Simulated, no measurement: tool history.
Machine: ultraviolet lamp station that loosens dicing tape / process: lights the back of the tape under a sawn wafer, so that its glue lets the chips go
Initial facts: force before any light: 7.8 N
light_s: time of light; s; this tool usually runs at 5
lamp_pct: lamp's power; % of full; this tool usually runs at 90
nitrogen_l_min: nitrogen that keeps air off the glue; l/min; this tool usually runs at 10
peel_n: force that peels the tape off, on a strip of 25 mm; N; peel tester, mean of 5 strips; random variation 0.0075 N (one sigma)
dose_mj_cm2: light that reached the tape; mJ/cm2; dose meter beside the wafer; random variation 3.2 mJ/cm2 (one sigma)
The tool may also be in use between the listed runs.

run    hour  light_s  lamp_pct  nitrogen_l_min  peel_n  dose_mj_cm2
  1       0        5        90              10   0.457          415
  2    52.4        5        90               8   0.547          414
  3   110.8        5        90              10   0.481          410
  4   184.3        5        90              10   0.498          407
  5   267.7        5        90              10   0.512          398
  6   358.9        5        90              10   0.533          392
  7   437.6        5        90              10   0.528          392
  8   481.4        5        90              10   0.556          383
  9   530.2        5        90              10   0.568          377
 10   587.3        5        90              10   0.585          380
 11   646.2        5        77              10   0.837          326
      694.7  -- window cleaned of glue's vapour
 12   721.3        5        68              10   0.895          312
 13   785.1        5        90              10   0.482          412
 14   884.2        4        90              10   0.799          325
 15     931        4        90              10   0.872          325
 16    1002        5        90              10   0.515          393
 17  1044.7        5        90              10   0.538          397
 18  1134.3        5        90              10   0.539          395
 19  1224.2        9        90              10   0.108          696
 20  1312.9        2        90              10   2.782          147
 21  1395.1        2        90              10   2.743          147
 22  1472.7        5        90              12   0.559          371
 23  1527.9        2        90              11   2.684          142
     1552.4  -- lamp changed
 24  1587.4        4        83              14    0.63          325
 25  1678.9        4        83              14   0.682          323
 26  1738.7        2        71               6   3.446          137
 27  1811.4        7        92              10   0.149          621
     1816.5  -- window cleaned of glue's vapour
 28  1872.2        7        99              10   0.094          736
 29  1916.7        7        99              10   0.102          723
 30  1968.5        3        73               4   2.589          231
 31  2012.3        5        90              13   0.274          463
 32  2080.1        5        90               7   0.506          458
 33  2121.1        5        90               7   0.535          459
 34  2162.3       10        67               5   0.245          676
 35  2215.3        5        90               4   0.889          448
 36  2305.7        5        96               9   0.353          471
 37  2361.3        5        94              10   0.353          462
 38  2430.9        7        90               6   0.265          611
 39  2513.8        5        90              12   0.362          427
 40  2589.2        9        90               5   0.171          758
 41    2646        9        90               5    0.19          752
 42  2713.9        6        93               8   0.324          514
 43  2809.3        8        66               7   0.449          478
 44  2896.3        8        66               7   0.467          468

Consider 3 possible next runs. They are alternatives, not a sequence: every one starts from the tool as it was left by run 44. What does each give?
     2940.7  -- window cleaned of glue's vapour
  A  2975.8        4        66              14       ?            ?
     2940.7  -- window cleaned of glue's vapour
  B  2975.8        2        88               7       ?            ?
     2940.7  -- window cleaned of glue's vapour
  C  2975.8        2        99               7       ?            ?

run  peel_n  dose_mj_cm2
  A   1.052          264
  B     2.7          171
  C   2.442          198
Stripped of hidden state, with their random variation kept, the same runs would have yielded:
run  peel_n  dose_mj_cm2
  A   0.825          297
  B   2.366          193
  C   2.105          223
